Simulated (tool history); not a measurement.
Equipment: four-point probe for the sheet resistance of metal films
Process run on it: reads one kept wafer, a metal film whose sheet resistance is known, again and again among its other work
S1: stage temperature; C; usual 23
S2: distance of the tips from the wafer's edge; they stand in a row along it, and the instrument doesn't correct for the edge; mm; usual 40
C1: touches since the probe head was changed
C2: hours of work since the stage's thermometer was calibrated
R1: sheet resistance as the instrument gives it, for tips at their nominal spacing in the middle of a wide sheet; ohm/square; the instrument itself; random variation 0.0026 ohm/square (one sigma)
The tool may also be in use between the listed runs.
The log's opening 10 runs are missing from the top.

{"run": 11, "hour": 261.0, "S1": 23, "S2": 40, "C1": 10138, "C2": 692, "R1": 13.005408}
{"run": 12, "hour": 288.3, "S1": 23, "S2": 40, "C1": 11683, "C2": 710, "R1": 13.009561}
{"run": 13, "hour": 301.7, "S1": 23, "S2": 3, "C1": 12436, "C2": 719, "R1": 13.313356}
{"run": 14, "hour": 329.6, "S1": 23, "S2": 3, "C1": 14013, "C2": 738, "R1": 13.313411}
{"run": 15, "hour": 350.7, "S1": 23, "S2": 40, "C1": 15200, "C2": 752, "R1": 13.011458}
{"run": 16, "hour": 367.1, "S1": 23, "S2": 40, "C1": 16127, "C2": 763, "R1": 13.017497}
{"run": 17, "hour": 383.3, "S1": 23, "S2": 40, "C1": 17043, "C2": 774, "R1": 13.021187}
{"run": 18, "hour": 409.8, "S1": 23, "S2": 40, "C1": 18538, "C2": 792, "R1": 13.01825}
{"run": 19, "hour": 433.8, "S1": 23, "S2": 40, "C1": 19894, "C2": 808, "R1": 13.016644}
{"run": 20, "hour": 456.2, "S1": 23, "S2": 40, "C1": 21155, "C2": 823, "R1": 13.017989}
{"run": 21, "hour": 475.4, "S1": 29, "S2": 35, "C1": 22242, "C2": 836, "R1": 13.032626}
{"run": 22, "hour": 497.8, "S1": 32, "S2": 39, "C1": 23504, "C2": 851, "R1": 13.032158}
{"run": 23, "hour": 527.8, "S1": 32, "S2": 39, "C1": 25196, "C2": 871, "R1": 13.029918}
{"run": 24, "hour": 544.0, "S1": 32, "S2": 39, "C1": 26112, "C2": 882, "R1": 13.030491}
{"run": 25, "hour": 572.6, "S1": 23, "S2": 64, "C1": 27727, "C2": 901, "R1": 13.028725}
{"run": 26, "hour": 588.4, "S1": 26, "S2": 56, "C1": 28615, "C2": 912, "R1": 13.029291}
{"run": 27, "hour": 613.2, "S1": 22, "S2": 7, "C1": 30015, "C2": 928, "R1": 13.080779}
{"run": 28, "hour": 634.1, "S1": 22, "S2": 7, "C1": 31197, "C2": 943, "R1": 13.089988}
{"run": 29, "hour": 656.7, "S1": 25, "S2": 36, "C1": 32473, "C2": 958, "R1": 13.032966}
{"run": 30, "hour": 682.4, "S1": 23, "S2": 28, "C1": 33924, "C2": 975, "R1": 13.035629}
{"run": 31, "hour": 705.6, "S1": 20, "S2": 6, "C1": 35233, "C2": 991, "R1": 13.108771}
{"run": 32, "hour": 721.5, "S1": 19, "S2": 4, "C1": 36130, "C2": 1001, "R1": 13.202912}
{"run": 33, "hour": 741.6, "S1": 21, "S2": 24, "C1": 37265, "C2": 1015, "R1": 13.042784}

Estimate the outcome of run 34 from the log above:
{"run": 34, "hour": 755.2, "S1": 21, "S2": 24, "C1": 38032, "C2": 1024, "R1": "?"}

{"run 34": {"R1": 13.039642}}
On a tool with no hidden condition, and with the same random variation, this run would have come out at R1 13.03351 ohm/square.
